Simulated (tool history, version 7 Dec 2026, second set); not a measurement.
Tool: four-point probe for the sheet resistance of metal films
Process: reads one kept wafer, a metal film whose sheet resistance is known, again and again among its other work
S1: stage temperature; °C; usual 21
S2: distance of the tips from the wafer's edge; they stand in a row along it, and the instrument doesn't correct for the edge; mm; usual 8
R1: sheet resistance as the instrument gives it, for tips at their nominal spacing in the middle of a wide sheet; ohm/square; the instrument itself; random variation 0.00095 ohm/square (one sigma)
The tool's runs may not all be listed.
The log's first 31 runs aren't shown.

run 32 hour=1134.1 | S1=21 S2=24 | R1=4.675823
run 33 hour=1156.1 | S1=31 S2=74 | R1=4.660472
run 34 hour=1183.2 | S1=31 S2=74 | R1=4.661562
run 35 hour=1226.2 | S1=23 S2=4 | R1=4.820138
run 36 hour=1251.8 | S1=21 S2=40 | R1=4.674960
run 37 hour=1287.9 | S1=18 S2=8 | R1=4.714765
run 38 hour=1323.5 | S1=21 S2=44 | R1=4.673325
run 39 hour=1344.6 | S1=19 S2=32 | R1=4.676913

4 ways to go on from here, each from the tool as it stands after run 39. What would each give?
run A hour=1369.7 | S1=32 S2=4 | R1=?
run B hour=1369.7 | S1=34 S2=75 | R1=?
run C hour=1369.7 | S1=26 S2=4 | R1=?
run D hour=1369.7 | S1=27 S2=32 | R1=?

run=A R1=4.812227
run=B R1=4.659054
run=C R1=4.818163
run=D R1=4.668967
Without the tool's hidden state the same runs would have given:
run=A R1=4.831142
run=B R1=4.677359
run=C R1=4.837233
run=D R1=4.687457
